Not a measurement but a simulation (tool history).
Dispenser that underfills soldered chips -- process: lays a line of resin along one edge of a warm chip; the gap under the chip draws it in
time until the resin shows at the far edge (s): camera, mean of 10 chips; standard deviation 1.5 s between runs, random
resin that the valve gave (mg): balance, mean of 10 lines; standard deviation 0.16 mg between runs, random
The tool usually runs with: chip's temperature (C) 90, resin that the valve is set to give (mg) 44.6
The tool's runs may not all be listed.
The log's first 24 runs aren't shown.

run	hour	chip's temperature (C)	resin that the valve is set to give (mg)	time until the resin shows at the far edge (s)	resin that the valve gave (mg)
25	94.7	82	48.2	348.3	47.74
26	98.1	82	48.2	414.3	47.60
# hour 100.0: new syringe of resin
27	103.0	82	55.3	238.6	54.47
28	105.3	76	39.2	369.9	38.81
29	108.3	76	39.2	442.5	38.58
30	113.5	82	44.6	405.7	43.75
# hour 115.9: new syringe of resin
31	117.4	96	52.9	114.2	52.45
32	120.0	87	44.4	198.5	43.61
33	122.2	87	44.4	223.9	43.75
34	127.4	87	44.4	289.8	43.69
35	129.7	87	44.4	322.4	43.27

What if the next run were any one of these 3? Each begins from the tool's condition after run 35:
# hour 132.0: new syringe of resin
A	132.9	92	40.0	?	?
# hour 132.0: new syringe of resin
B	132.9	87	45.0	?	?
# hour 132.0: new syringe of resin
C	132.9	94	44.4	?	?

run	time until the resin shows at the far edge (s)	resin that the valve gave (mg)
A	136.1	39.09
B	167.4	43.80
C	122.0	43.50
Without the tool's hidden state the same runs would have given:
run	time until the resin shows at the far edge (s)	resin that the valve gave (mg)
A	140.4	39.95
B	173.4	44.76
C	126.0	44.46
